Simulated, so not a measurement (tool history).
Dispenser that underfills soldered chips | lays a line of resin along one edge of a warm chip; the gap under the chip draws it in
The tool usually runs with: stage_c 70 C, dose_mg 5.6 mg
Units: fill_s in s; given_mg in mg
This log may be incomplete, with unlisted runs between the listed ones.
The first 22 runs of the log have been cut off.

Run 23, hour 78.7: usual settings but stage_c 73 C. Result: fill_s 8.3 s, given_mg 4.95 mg.
Run 24, hour 83.5: usual settings but stage_c 73 C, dose_mg 7.04 mg. Result: fill_s 9 s, given_mg 6.19 mg.
At hour 86.9: new syringe of resin.
Run 25, hour 88.2: usual settings but stage_c 62 C, dose_mg 5.67 mg. Result: fill_s 12.4 s, given_mg 4.88 mg.
Run 26, hour 91.4: usual settings but stage_c 76 C, dose_mg 5.17 mg. Result: fill_s 7.7 s, given_mg 4.51 mg.
Run 27, hour 96.4: usual settings but stage_c 84 C, dose_mg 5.8 mg. Result: fill_s 5.6 s, given_mg 4.96 mg.
At hour 99.4: dispensing valve cleaned and set on the balance.
Run 28, hour 99.9: usual settings but stage_c 64 C. Result: fill_s 14.9 s, given_mg 5.61 mg.
At hour 102.1: new syringe of resin.
Run 29, hour 103.9: usual settings but stage_c 83 C, dose_mg 5.26 mg. Result: fill_s 5.4 s, given_mg 5.36 mg.
Run 30, hour 106.1: usual settings but stage_c 81 C, dose_mg 5.27 mg. Result: fill_s 6.2 s, given_mg 5.29 mg.
Run 31, hour 108.6: usual settings but stage_c 81 C, dose_mg 5.27 mg. Result: fill_s 6.4 s, given_mg 5.24 mg.
Run 32, hour 113.8: usual settings but dose_mg 5.15 mg. Result: fill_s 11.1 s, given_mg 5.06 mg.
At hour 116.2: new syringe of resin.
Run 33, hour 116.3: usual settings but stage_c 55 C, dose_mg 6.98 mg. Result: fill_s 16.5 s, given_mg 6.94 mg.
Run 34, hour 119.6: usual settings but dose_mg 5.08 mg. Result: fill_s 9.8 s, given_mg 5.05 mg.
Run 35, hour 123.3: usual settings but dose_mg 5.08 mg. Result: fill_s 10 s, given_mg 4.98 mg.
Run 36, hour 127.2: usual settings but dose_mg 5.08 mg. Result: fill_s 11.2 s, given_mg 5.07 mg.
At hour 130.3: new syringe of resin.
Run 37, hour 131.6: usual settings but dose_mg 5.08 mg. Result: fill_s 8.4 s, given_mg 4.97 mg.

Branching from run 37: 4 alternative next runs. What would each branch give?
Run A, hour 135.8: usual settings but dose_mg 6.13 mg. Result: fill_s ?, given_mg ?.
Run B, hour 135.8: usual settings but stage_c 56 C, dose_mg 6.74 mg. Result: fill_s ?, given_mg ?.
Run C, hour 135.8: usual settings but stage_c 82 C, dose_mg 6.56 mg. Result: fill_s ?, given_mg ?.
Run D, hour 135.8: usual settings but stage_c 69 C, dose_mg 5.46 mg. Result: fill_s ?, given_mg ?.

run  fill_s  given_mg
  A     9.7      6.03
  B    17.9       6.6
  C     5.7      6.42
  D     9.5      5.33
Take away the tool's hidden state, keep each run's random variation, and the runs would have read:
run  fill_s  given_mg
  A     8.9      6.18
  B    16.4      6.76
  C     5.2      6.58
  D     8.6      5.46
